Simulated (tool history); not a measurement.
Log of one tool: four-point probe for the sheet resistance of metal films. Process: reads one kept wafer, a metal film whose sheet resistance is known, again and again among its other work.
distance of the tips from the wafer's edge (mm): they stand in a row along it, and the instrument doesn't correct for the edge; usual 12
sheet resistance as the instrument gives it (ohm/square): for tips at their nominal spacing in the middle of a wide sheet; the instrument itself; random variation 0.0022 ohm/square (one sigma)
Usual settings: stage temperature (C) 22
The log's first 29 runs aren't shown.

| run | hour | stage temperature (C) | distance of the tips from the wafer's edge (mm) | sheet resistance as the instrument gives it (ohm/square) |
|---|---|---|---|---|
| 30 | 676.7 | 23 | 34 | 10.825772 |
| 31 | 697.0 | 34 | 12 | 10.882368 |
| 32 | 728.2 | 33 | 21 | 10.865556 |
| 33 | 751.8 | 18 | 21 | 10.810756 |
| 34 | 777.1 | 23 | 3 | 11.081988 |
| 35 | 792.4 | 23 | 3 | 11.080932 |
| 36 | 811.0 | 27 | 3 | 11.094153 |
| 37 | 828.4 | 33 | 12 | 10.877580 |
| 38 | 855.8 | 24 | 15 | 10.838035 |
| 39 | 874.9 | 21 | 64 | 10.817169 |
| 40 | 899.3 | 21 | 4 | 10.963302 |

Forecast run 41:
| 41 | 929.4 | 34 | 5 | ? |

{"run 41": {"sheet resistance as the instrument gives it (ohm/square)": 10.955899}}
Without the tool's hidden state the same run would have given sheet resistance as the instrument gives it (ohm/square) 10.956014.
